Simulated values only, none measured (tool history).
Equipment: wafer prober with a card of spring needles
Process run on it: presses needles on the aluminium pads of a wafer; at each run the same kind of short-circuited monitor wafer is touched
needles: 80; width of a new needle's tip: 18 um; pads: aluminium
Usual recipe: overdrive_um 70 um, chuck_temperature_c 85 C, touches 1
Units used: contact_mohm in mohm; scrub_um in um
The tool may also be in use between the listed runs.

run,hour,overdrive_um,chuck_temperature_c,touches,contact_mohm,scrub_um
1,0,70,85,1,134,10.75
2,6.7,53,85,1,171,7.96
# hour 9.6: tips cleaned on abrasive film
3,16,70,65,1,146,10.87
# hour 20.6: tips cleaned on abrasive film
4,21.6,70,65,1,132,10.81
5,30.7,70,85,1,154,10.7
# hour 31.3: tips cleaned on abrasive film
6,38,70,85,1,148,10.66
# hour 42.1: tips cleaned on abrasive film
7,43.5,70,85,1,136,10.75
8,49.2,70,85,1,150,10.75
# hour 53.2: tips cleaned on abrasive film
9,56.8,70,85,1,142,10.67
10,61.5,70,85,1,150,10.65
# hour 63.9: tips cleaned on abrasive film
11,67.8,70,85,1,146,10.85
12,72.5,70,85,1,150,10.67
# hour 74.6: tips cleaned on abrasive film
13,80.8,70,85,1,149,10.62
# hour 85.6: tips cleaned on abrasive film
14,89.4,70,85,1,142,10.65
# hour 96.6: tips cleaned on abrasive film
15,99,70,85,1,141,10.65
16,106.2,70,85,1,155,10.49
# hour 107.2: height of the first contact set anew
# hour 107.7: tips cleaned on abrasive film
17,115.5,86,115,2,138,12.78
# hour 118.6: tips cleaned on abrasive film
18,125.4,74,113,2,145,10.89
# hour 129.2: tips cleaned on abrasive film
# hour 132.9: height of the first contact set anew, once more
19,134.6,75,39,2,132,12.02
20,139.4,75,39,2,134,12.18
# hour 140.3: tips cleaned on abrasive film
21,144.3,75,39,2,131,12.1
# hour 151: tips cleaned on abrasive film
22,153,52,29,3,129,8.37
23,161.5,53,28,1,167,8.61
# hour 162.4: tips cleaned on abrasive film
24,171.2,53,28,1,164,8.44
# hour 173.6: tips cleaned on abrasive film
25,179.6,53,28,1,161,8.39
# hour 184.7: tips cleaned on abrasive film
26,187.3,53,28,1,143,8.51
27,194.2,53,28,1,166,8.37
# hour 195.7: tips cleaned on abrasive film
28,201.9,75,79,3,129,12.17
# hour 206.8: tips cleaned on abrasive film
29,208.3,75,33,3,124,11.95
30,213.5,75,33,3,126,11.94
# hour 218: tips cleaned on abrasive film
31,218.2,59,85,1,135,9.43
32,223.7,58,113,1,161,9.33

Difference, measured minus no-hidden-state, one row per run. Run-to-run variation is common to both terms; the gauge's own scatter need not be:
The tool's hidden condition here consists of: debris on the tips, nm; way that the needles fall short of the set height, um; tips' diameter, um; drift of the gauge itself on contact_mohm, %; drift of the gauge itself on scrub_um, %.
run,contact_mohm,scrub_um
1,+8,-0.56
2,+40,-0.56
3,+22,-0.58
4,+9,-0.59
5,+26,-0.59
6,+22,-0.61
7,+10,-0.63
8,+23,-0.64
9,+16,-0.65
10,+25,-0.65
11,+18,-0.67
12,+25,-0.67
13,+22,-0.69
14,+17,-0.71
15,+13,-0.72
16,+27,-0.73
17,+12,-1.15
18,+15,-1.18
19,+11,+0
20,+14,+0
21,+9,-0.01
22,+8,-0.03
23,+43,-0.03
24,+42,-0.05
25,+38,-0.06
26,+22,-0.07
27,+43,-0.07
28,+7,-0.09
29,+4,-0.11
30,+8,-0.1
31,+5,-0.13
32,+28,-0.12
